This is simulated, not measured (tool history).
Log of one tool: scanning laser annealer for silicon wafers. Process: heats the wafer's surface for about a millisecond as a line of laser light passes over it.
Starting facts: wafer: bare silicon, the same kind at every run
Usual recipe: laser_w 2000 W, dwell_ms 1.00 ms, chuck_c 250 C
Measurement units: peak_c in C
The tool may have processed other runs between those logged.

run  hour  laser_w  dwell_ms  chuck_c  peak_c
  1   0.0     2000      1.00      250     950
  2   5.5     2000      1.00      243     940
  3  16.7     2000      1.05      243     963
  4  23.6     2000      1.05      243     962
  5  30.1     2000      1.05      243     963
  6  36.3     2000      1.05      243     961
  7  43.3     2000      1.05      243     957
  8  51.1     2000      1.05      243     963
  9  59.1     2000      1.05      243     961
 10  64.5     2000      1.05      243     959
 11  77.2     1961      0.85      219     836
 12  83.9     1961      0.85      219     837
 13  96.8     1961      0.85      219     837

3 ways to go on from here, each from the tool as it stands after run 13. What would each give?
  A  106.0     1907      1.00      225       ?
  B  106.0     2053      0.84      228       ?
  C  106.0     1968      1.00      248       ?

run  peak_c
  A     874
  B     880
  C     927
The same runs, with their run-to-run variation unchanged, on a tool lacking any hidden condition would have given:
run  peak_c
  A     905
  B     911
  C     959

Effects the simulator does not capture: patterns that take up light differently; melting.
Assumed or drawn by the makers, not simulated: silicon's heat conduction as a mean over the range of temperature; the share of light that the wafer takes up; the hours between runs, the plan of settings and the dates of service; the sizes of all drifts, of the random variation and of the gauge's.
